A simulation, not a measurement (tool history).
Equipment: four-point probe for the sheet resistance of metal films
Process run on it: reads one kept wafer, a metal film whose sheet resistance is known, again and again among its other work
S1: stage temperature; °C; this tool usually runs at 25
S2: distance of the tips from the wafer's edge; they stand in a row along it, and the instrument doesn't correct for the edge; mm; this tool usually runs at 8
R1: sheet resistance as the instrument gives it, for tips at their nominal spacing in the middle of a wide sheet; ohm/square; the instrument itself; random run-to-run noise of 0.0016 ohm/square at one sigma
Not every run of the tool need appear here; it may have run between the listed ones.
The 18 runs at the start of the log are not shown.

run,hour,S1,S2,R1
19,238.8,20,8,8.081702
20,252.6,22,8,8.074747
21,263.9,22,8,8.079839
22,277.1,27,15,8.055125
23,288.6,26,5,8.097320
24,306.1,26,5,8.098119
25,317.7,34,56,8.042704
26,335.1,34,56,8.040457
27,348.9,24,49,8.060600
28,363.5,29,15,8.056245
29,379.7,28,6,8.083552
30,393.3,28,50,8.057282
31,405.8,28,50,8.055772
32,415.8,28,50,8.053408
33,430.9,27,46,8.057945
34,446.2,25,8,8.080174
35,456.1,19,39,8.072475
36,464.7,19,39,8.072748
37,481.2,26,6,8.088856
38,491.0,26,6,8.088093
39,499.4,26,6,8.089834
40,515.7,18,29,8.079468
41,523.5,32,6,8.079410

Branching from run 41: 3 alternative next runs. What would each branch give?
A,538.0,23,7,?
B,538.0,32,68,?
C,538.0,25,6,?

run,R1
A,8.092387
B,8.049782
C,8.094662
Without the tool's hidden state the same runs would have given:
run,R1
A,8.123459
B,8.080696
C,8.125740
